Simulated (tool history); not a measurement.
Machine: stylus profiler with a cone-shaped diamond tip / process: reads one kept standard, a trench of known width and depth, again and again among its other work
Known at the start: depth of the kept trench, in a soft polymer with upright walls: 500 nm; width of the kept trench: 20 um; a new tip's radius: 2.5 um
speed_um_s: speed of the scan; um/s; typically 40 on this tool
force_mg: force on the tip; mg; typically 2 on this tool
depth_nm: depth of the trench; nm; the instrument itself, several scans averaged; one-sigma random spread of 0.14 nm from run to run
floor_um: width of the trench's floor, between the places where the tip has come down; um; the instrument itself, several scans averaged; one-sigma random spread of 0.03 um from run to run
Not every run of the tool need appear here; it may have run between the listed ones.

{"run": 1, "hour": 0.0, "speed_um_s": 40, "force_mg": 2, "depth_nm": 504.38, "floor_um": 16.7}
{"run": 2, "hour": 12.1, "speed_um_s": 40, "force_mg": 2, "depth_nm": 504.45, "floor_um": 16.76}
{"run": 3, "hour": 21.8, "speed_um_s": 40, "force_mg": 2, "depth_nm": 504.27, "floor_um": 16.77}
{"run": 4, "hour": 33.7, "speed_um_s": 40, "force_mg": 2, "depth_nm": 504.42, "floor_um": 16.77}
{"run": 5, "hour": 40.6, "speed_um_s": 40, "force_mg": 2, "depth_nm": 504.31, "floor_um": 16.7}
{"run": 6, "hour": 51.9, "speed_um_s": 40, "force_mg": 2, "depth_nm": 504.35, "floor_um": 16.72}
{"run": 7, "hour": 59.2, "speed_um_s": 40, "force_mg": 2, "depth_nm": 504.32, "floor_um": 16.72}
{"run": 8, "hour": 67.3, "speed_um_s": 40, "force_mg": 2, "depth_nm": 504.44, "floor_um": 16.68}
{"run": 9, "hour": 75.3, "speed_um_s": 40, "force_mg": 2, "depth_nm": 503.84, "floor_um": 16.68}
{"run": 10, "hour": 88.5, "speed_um_s": 40, "force_mg": 3.64, "depth_nm": 506.51, "floor_um": 16.66}
{"run": 11, "hour": 95.3, "speed_um_s": 40, "force_mg": 2, "depth_nm": 504.04, "floor_um": 16.68}
{"run": 12, "hour": 108.4, "speed_um_s": 21, "force_mg": 2, "depth_nm": 504.15, "floor_um": 16.76}
{"run": 13, "hour": 114.7, "speed_um_s": 22, "force_mg": 2, "depth_nm": 503.97, "floor_um": 16.74}
{"run": 14, "hour": 129.4, "speed_um_s": 40, "force_mg": 2, "depth_nm": 503.96, "floor_um": 16.69}
{"run": 15, "hour": 141.7, "speed_um_s": 40, "force_mg": 2, "depth_nm": 504.11, "floor_um": 16.67}
{"run": 16, "hour": 147.7, "speed_um_s": 40, "force_mg": 2, "depth_nm": 504.34, "floor_um": 16.64}
{"run": 17, "hour": 158.9, "speed_um_s": 40, "force_mg": 2, "depth_nm": 503.9, "floor_um": 16.65}
{"run": 18, "hour": 165.6, "speed_um_s": 40, "force_mg": 2, "depth_nm": 504.01, "floor_um": 16.62}
{"run": 19, "hour": 179.4, "speed_um_s": 40, "force_mg": 2, "depth_nm": 503.96, "floor_um": 16.59}
{"run": 20, "hour": 194.1, "speed_um_s": 40, "force_mg": 2, "depth_nm": 504.02, "floor_um": 16.61}
{"run": 21, "hour": 204.6, "speed_um_s": 24, "force_mg": 3.85, "depth_nm": 506.88, "floor_um": 16.71}
{"run": 22, "hour": 214.4, "speed_um_s": 22, "force_mg": 3.62, "depth_nm": 506.66, "floor_um": 16.7}
{"run": 23, "hour": 223.3, "speed_um_s": 22, "force_mg": 3.62, "depth_nm": 506.26, "floor_um": 16.75}
{"run": 24, "hour": 229.9, "speed_um_s": 22, "force_mg": 3.62, "depth_nm": 506.2, "floor_um": 16.72}
{"run": 25, "hour": 236.9, "speed_um_s": 144, "force_mg": 3.62, "depth_nm": 506.17, "floor_um": 16.42}
{"run": 26, "hour": 243.8, "speed_um_s": 54, "force_mg": 0.76, "depth_nm": 501.33, "floor_um": 16.43}
{"run": 27, "hour": 252.2, "speed_um_s": 18, "force_mg": 1.39, "depth_nm": 503, "floor_um": 16.69}
{"run": 28, "hour": 265.8, "speed_um_s": 15, "force_mg": 2, "depth_nm": 503.94, "floor_um": 16.72}
{"run": 29, "hour": 274.5, "speed_um_s": 25, "force_mg": 4.67, "depth_nm": 507.87, "floor_um": 16.71}
{"run": 30, "hour": 288.1, "speed_um_s": 25, "force_mg": 4.67, "depth_nm": 507.69, "floor_um": 16.69}
{"run": 31, "hour": 297.2, "speed_um_s": 95, "force_mg": 1.44, "depth_nm": 502.93, "floor_um": 16.37}
{"run": 32, "hour": 304.1, "speed_um_s": 95, "force_mg": 1.44, "depth_nm": 502.69, "floor_um": 16.32}
{"run": 33, "hour": 312.5, "speed_um_s": 95, "force_mg": 1.75, "depth_nm": 503.68, "floor_um": 16.4}

Below are 3 alternative next runs, each starting from the tool's condition after run 33. Predict each:
{"run": "A", "hour": 321.0, "speed_um_s": 87, "force_mg": 5.31, "depth_nm": "?", "floor_um": "?"}
{"run": "B", "hour": 321.0, "speed_um_s": 121, "force_mg": 3.28, "depth_nm": "?", "floor_um": "?"}
{"run": "C", "hour": 321.0, "speed_um_s": 23, "force_mg": 0.83, "depth_nm": "?", "floor_um": "?"}

run=A depth_nm=508.34 floor_um=16.56
run=B depth_nm=505.69 floor_um=16.43
run=C depth_nm=501.51 floor_um=16.66
Without the tool's unlogged condition, the same runs would have read:
run=A depth_nm=509.67 floor_um=16.83
run=B depth_nm=507.01 floor_um=16.7
run=C depth_nm=502.82 floor_um=16.92
